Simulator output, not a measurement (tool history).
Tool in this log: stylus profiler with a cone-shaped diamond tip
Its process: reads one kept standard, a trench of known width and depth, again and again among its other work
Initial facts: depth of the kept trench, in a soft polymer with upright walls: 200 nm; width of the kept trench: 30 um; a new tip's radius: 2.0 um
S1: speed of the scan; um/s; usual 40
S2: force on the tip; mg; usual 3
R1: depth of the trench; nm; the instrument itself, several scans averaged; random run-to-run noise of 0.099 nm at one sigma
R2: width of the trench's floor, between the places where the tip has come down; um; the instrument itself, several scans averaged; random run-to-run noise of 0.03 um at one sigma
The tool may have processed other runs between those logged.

{"run": 1, "hour": 0.0, "S1": 40, "S2": 3, "R1": 202.17, "R2": 27.76}
{"run": 2, "hour": 31.7, "S1": 40, "S2": 3, "R1": 202.05, "R2": 27.75}
{"run": 3, "hour": 61.8, "S1": 40, "S2": 5.91, "R1": 203.54, "R2": 27.83}
{"run": 4, "hour": 101.2, "S1": 40, "S2": 5.91, "R1": 203.44, "R2": 27.85}
{"run": 5, "hour": 140.6, "S1": 40, "S2": 5.91, "R1": 203.49, "R2": 27.79}
{"run": 6, "hour": 182.6, "S1": 21, "S2": 3, "R1": 202.1, "R2": 27.82}
{"run": 7, "hour": 215.0, "S1": 40, "S2": 2.17, "R1": 201.42, "R2": 27.66}
{"run": 8, "hour": 237.1, "S1": 18, "S2": 3, "R1": 202, "R2": 27.85}
{"run": 9, "hour": 262.9, "S1": 18, "S2": 3, "R1": 202.02, "R2": 27.85}
{"run": 10, "hour": 298.5, "S1": 18, "S2": 3, "R1": 201.99, "R2": 27.87}
{"run": 11, "hour": 332.3, "S1": 40, "S2": 3, "R1": 202.04, "R2": 27.67}
{"run": 12, "hour": 373.0, "S1": 40, "S2": 3, "R1": 201.96, "R2": 27.71}
{"run": 13, "hour": 408.6, "S1": 40, "S2": 3, "R1": 201.8, "R2": 27.68}
{"run": 14, "hour": 437.7, "S1": 40, "S2": 3, "R1": 202.07, "R2": 27.63}
{"run": 15, "hour": 460.7, "S1": 115, "S2": 5.85, "R1": 203.32, "R2": 27.44}
{"run": 16, "hour": 504.0, "S1": 13, "S2": 5.85, "R1": 203.43, "R2": 27.83}
{"run": 17, "hour": 535.5, "S1": 54, "S2": 1.68, "R1": 201.14, "R2": 27.51}
{"run": 18, "hour": 575.2, "S1": 24, "S2": 3.4, "R1": 202.11, "R2": 27.74}
{"run": 19, "hour": 612.1, "S1": 129, "S2": 1.78, "R1": 201.31, "R2": 26.85}
{"run": 20, "hour": 641.6, "S1": 158, "S2": 5.57, "R1": 203.04, "R2": 27.18}
{"run": 21, "hour": 663.7, "S1": 19, "S2": 2.45, "R1": 201.52, "R2": 27.69}
{"run": 22, "hour": 708.0, "S1": 113, "S2": 2.74, "R1": 201.7, "R2": 27.19}
{"run": 23, "hour": 739.6, "S1": 118, "S2": 5.39, "R1": 203, "R2": 27.28}
{"run": 24, "hour": 779.3, "S1": 26, "S2": 1.75, "R1": 201.06, "R2": 27.63}
{"run": 25, "hour": 804.2, "S1": 26, "S2": 1.75, "R1": 201.06, "R2": 27.6}
{"run": 26, "hour": 846.7, "S1": 51, "S2": 3.25, "R1": 202, "R2": 27.53}

4 options for the next run, each taken on its own from the tool as it stands now. Forecast them:
{"run": "A", "hour": 869.1, "S1": 51, "S2": 1.97, "R1": "?", "R2": "?"}
{"run": "B", "hour": 869.1, "S1": 40, "S2": 5.25, "R1": "?", "R2": "?"}
{"run": "C", "hour": 869.1, "S1": 32, "S2": 1.8, "R1": "?", "R2": "?"}
{"run": "D", "hour": 869.1, "S1": 109, "S2": 1.53, "R1": "?", "R2": "?"}

run=A R1=201.27 R2=27.46
run=B R1=202.86 R2=27.59
run=C R1=201.14 R2=27.56
run=D R1=201.01 R2=26.93
Stripped of hidden state, with their random variation kept, the same runs would have yielded:
run=A R1=201.94 R2=27.9
run=B R1=203.53 R2=28.03
run=C R1=201.81 R2=28.01
run=D R1=201.68 R2=27.37
